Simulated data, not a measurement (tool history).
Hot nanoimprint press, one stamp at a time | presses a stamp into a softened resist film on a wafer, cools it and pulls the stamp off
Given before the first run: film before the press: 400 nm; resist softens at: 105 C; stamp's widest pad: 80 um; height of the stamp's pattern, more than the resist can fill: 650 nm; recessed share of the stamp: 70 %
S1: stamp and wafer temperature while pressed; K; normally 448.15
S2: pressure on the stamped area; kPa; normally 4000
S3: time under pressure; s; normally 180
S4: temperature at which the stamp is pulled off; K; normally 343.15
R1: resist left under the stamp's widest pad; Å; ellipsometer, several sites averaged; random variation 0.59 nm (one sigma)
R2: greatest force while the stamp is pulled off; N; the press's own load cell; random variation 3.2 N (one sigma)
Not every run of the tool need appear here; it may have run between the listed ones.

{"run": 1, "hour": 0.0, "S1": 448.15, "S2": 4000, "S3": 180, "S4": 343.15, "R1": 2081, "R2": 152}
{"run": 2, "hour": 24.7, "S1": 448.15, "S2": 4000, "S3": 180, "S4": 343.15, "R1": 2091, "R2": 154}
{"run": 3, "hour": 51.2, "S1": 448.15, "S2": 4000, "S3": 180, "S4": 343.15, "R1": 2087, "R2": 156}
{"run": 4, "hour": 76.4, "S1": 448.15, "S2": 3960, "S3": 180, "S4": 343.15, "R1": 2103, "R2": 157}
{"run": 5, "hour": 101.9, "S1": 448.15, "S2": 3960, "S3": 180, "S4": 343.15, "R1": 2094, "R2": 153}
{"hour": 115.8, "done": "stamp cleaned and given a new release coat"}
{"run": 6, "hour": 126.0, "S1": 448.15, "S2": 3960, "S3": 180, "S4": 343.15, "R1": 2111, "R2": 155}
{"run": 7, "hour": 153.0, "S1": 446.15, "S2": 4000, "S3": 180, "S4": 343.15, "R1": 2200, "R2": 152}
{"run": 8, "hour": 175.3, "S1": 446.15, "S2": 4000, "S3": 180, "S4": 341.15, "R1": 2215, "R2": 163}
{"run": 9, "hour": 198.3, "S1": 446.15, "S2": 4000, "S3": 180, "S4": 341.15, "R1": 2220, "R2": 163}
{"run": 10, "hour": 210.7, "S1": 446.15, "S2": 4000, "S3": 180, "S4": 341.15, "R1": 2213, "R2": 165}
{"hour": 230.1, "done": "stamp cleaned and given a new release coat"}
{"run": 11, "hour": 243.0, "S1": 448.15, "S2": 4000, "S3": 126, "S4": 343.15, "R1": 2384, "R2": 151}
{"run": 12, "hour": 267.2, "S1": 448.15, "S2": 4000, "S3": 126, "S4": 343.15, "R1": 2370, "R2": 155}
{"run": 13, "hour": 286.5, "S1": 448.15, "S2": 4000, "S3": 96, "S4": 343.15, "R1": 2560, "R2": 160}
{"run": 14, "hour": 311.5, "S1": 448.15, "S2": 4000, "S3": 96, "S4": 343.15, "R1": 2567, "R2": 156}
{"run": 15, "hour": 327.3, "S1": 448.15, "S2": 4000, "S3": 96, "S4": 343.15, "R1": 2570, "R2": 152}

For run 16, what comes out?
{"hour": 345.2, "done": "stamp cleaned and given a new release coat"}
{"run": 16, "hour": 354.6, "S1": 448.15, "S2": 4910, "S3": 180, "S4": 334.15, "R1": "?", "R2": "?"}

{"run 16": {"R1": 1930, "R2": 181}}
Had the tool carried no hidden state, the very same run would have given R1 1892 Å, R2 180 N.
